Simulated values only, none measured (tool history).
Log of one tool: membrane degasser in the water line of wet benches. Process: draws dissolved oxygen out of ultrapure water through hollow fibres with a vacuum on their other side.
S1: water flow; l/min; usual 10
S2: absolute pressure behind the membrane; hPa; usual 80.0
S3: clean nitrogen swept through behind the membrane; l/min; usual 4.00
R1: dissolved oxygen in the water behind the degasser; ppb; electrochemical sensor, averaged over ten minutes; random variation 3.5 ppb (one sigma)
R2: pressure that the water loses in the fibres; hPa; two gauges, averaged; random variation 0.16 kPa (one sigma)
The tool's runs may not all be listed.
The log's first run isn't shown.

run	hour	S1	S2	S3	R1	R2
2	88.2	10	80.0	4.00	363.1	330.3
3	180.3	10	80.0	4.00	364.6	329.9
4	249.6	12	80.0	4.00	523.9	396.9
5	348.8	10	80.0	4.00	370.0	329.8
6	438.9	15	80.0	4.00	764.8	497.4
7	550.1	10	80.0	4.00	370.5	331.9
8	618.3	10	80.0	4.00	369.6	331.6
9	676.7	9	80.0	4.00	296.0	296.0
10	809.0	9	80.0	4.00	294.3	299.2
11	915.9	10	106.1	4.00	389.2	331.8
12	983.9	9	80.0	4.00	293.0	298.3
13	1051.6	10	80.0	3.65	368.5	332.4
14	1179.0	10	80.0	3.65	376.0	331.0
15	1266.0	10	80.0	3.65	373.9	331.3
16	1376.7	10	80.0	4.00	377.5	331.3
17	1473.8	10	103.3	4.00	394.9	333.7
18	1593.1	8	67.1	4.00	222.5	268.0
19	1647.6	12	71.7	8.84	510.7	401.2
20	1750.0	12	71.7	8.84	515.5	401.2
21	1878.4	14	90.5	3.03	719.3	465.4
22	1987.8	12	90.5	4.01	543.0	398.1
23	2086.9	14	73.4	3.28	711.7	465.2
24	2179.6	7	107.6	4.00	180.9	235.6
25	2238.1	7	107.6	4.00	181.5	233.6

Run 26 comes next. What will it give?
26	2370.0	7	107.6	4.00	?	?

{"run 26": {"R1": 180.4, "R2": 233.5}}
Without the tool's hidden state the same run would have given R1 162.4 ppb, R2 227.5 hPa.

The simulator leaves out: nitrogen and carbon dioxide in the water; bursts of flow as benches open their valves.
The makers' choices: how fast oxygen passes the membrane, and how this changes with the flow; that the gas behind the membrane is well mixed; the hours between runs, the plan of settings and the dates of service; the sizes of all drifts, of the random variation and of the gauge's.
